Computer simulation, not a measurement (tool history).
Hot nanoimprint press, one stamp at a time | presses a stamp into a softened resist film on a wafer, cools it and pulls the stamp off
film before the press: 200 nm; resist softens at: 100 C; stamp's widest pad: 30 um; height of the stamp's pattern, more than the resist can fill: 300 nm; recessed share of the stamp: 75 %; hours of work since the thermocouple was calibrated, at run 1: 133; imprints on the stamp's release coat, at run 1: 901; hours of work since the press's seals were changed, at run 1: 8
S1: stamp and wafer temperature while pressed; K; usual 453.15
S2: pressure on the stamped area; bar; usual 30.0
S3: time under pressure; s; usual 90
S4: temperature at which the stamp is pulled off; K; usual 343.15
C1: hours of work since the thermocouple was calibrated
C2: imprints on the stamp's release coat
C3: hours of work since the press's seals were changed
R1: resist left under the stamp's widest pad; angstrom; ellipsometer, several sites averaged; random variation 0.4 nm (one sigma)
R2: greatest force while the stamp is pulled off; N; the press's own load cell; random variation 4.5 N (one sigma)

run   hour      S1    S2   S3      S4   C1    C2   C3    R1   R2
  1    0.0  453.15  30.0   90  343.15  133   901    8  1129  220
  2   11.3  453.15  38.7   90  343.15  141   961   16  1022  217
  3   22.2  453.15  38.7   90  343.15  148  1019   24  1027  221
  4   35.6  444.15  30.0   90  343.15  158  1091   33  1386  223
  5   43.3  444.15  30.0   90  343.15  163  1132   39  1392  217
  6   55.3  453.15  30.0   90  343.15  171  1196   47  1135  224
  7   70.8  453.15  30.0   90  343.15  182  1279   58  1131  232
  8   85.2  453.15  30.0   90  343.15  192  1356   68  1127  216
  9  100.5  453.15  30.0   61  343.15  203  1437   79  1280  222
 10  115.3  453.15  30.0  153  343.15  213  1517   89   940  221
 11  123.6  453.15  30.0  153  343.15  219  1561   95   937  227
 12  136.6  454.15  30.0   90  343.15  228  1631  104  1106  219
 13  144.2  454.15  30.0   90  343.15  234  1671  109  1101  224
 14  160.1  453.15  30.0   90  343.15  245  1756  121  1137  225
 15  176.7  453.15  30.0   90  343.15  256  1845  132  1135  224
 16  191.4  453.15  33.5  168  343.15  267  1923  142   868  224
 17  199.6  451.15  33.5  146  343.15  272  1967  148   970  215
 18  213.6  452.15  18.6  126  339.15  282  2041  158  1238  235
 19  220.7  456.15  30.6  126  339.15  287  2080  163   920  234
 20  236.7  455.15  30.0   90  343.15  298  2165  174  1078  223
 21  247.2  455.15  30.0  123  343.15  306  2221  182   967  222
     258.8  -- plate thermocouple calibrated
 22  260.5  455.15  30.0  123  343.15    1  2276  189   964  225
 23  275.7  444.15  30.0   90  343.15   12  2357  199  1417  220
     290.2  -- stamp cleaned and given a new release coat
 24  292.3  444.15  30.0   90  343.15   19    11  207  1416  217
 25  299.3  444.15  27.8  111  343.15   24    48  212  1368  218
 26  315.3  448.15  43.8   90  343.15   35   133  223  1127  213
 27  324.2  448.15  24.1   96  346.15   42   181  229  1358  210
 28  336.2  464.15  24.1   96  346.15   50   245  238   925  211
 29  345.0  462.15  30.0   90  336.15   56   292  244   901  224

The same runs without the tool's hidden state, with the same run-to-run variation:
The hidden state here: true temperature over the reading, C; pressure that arrives at the usual setting, %; grip of the stamp's worn release coat, % over a new coat's; drift of the gauge itself on residual_nm, %; drift of the gauge itself on pull_off_n, %.
run    R1
  1  1129
  2  1022
  3  1027
  4  1384
  5  1390
  6  1133
  7  1129
  8  1124
  9  1276
 10   937
 11   933
 12  1101
 13  1096
 14  1131
 15  1128
 16   862
 17   963
 18  1229
 19   913
 20  1068
 21   958
 22   954
 23  1402
 24  1400
 25  1353
 26  1113
 27  1342
 28   913
 29   889
R2: within 3 N of the measured result in every run.
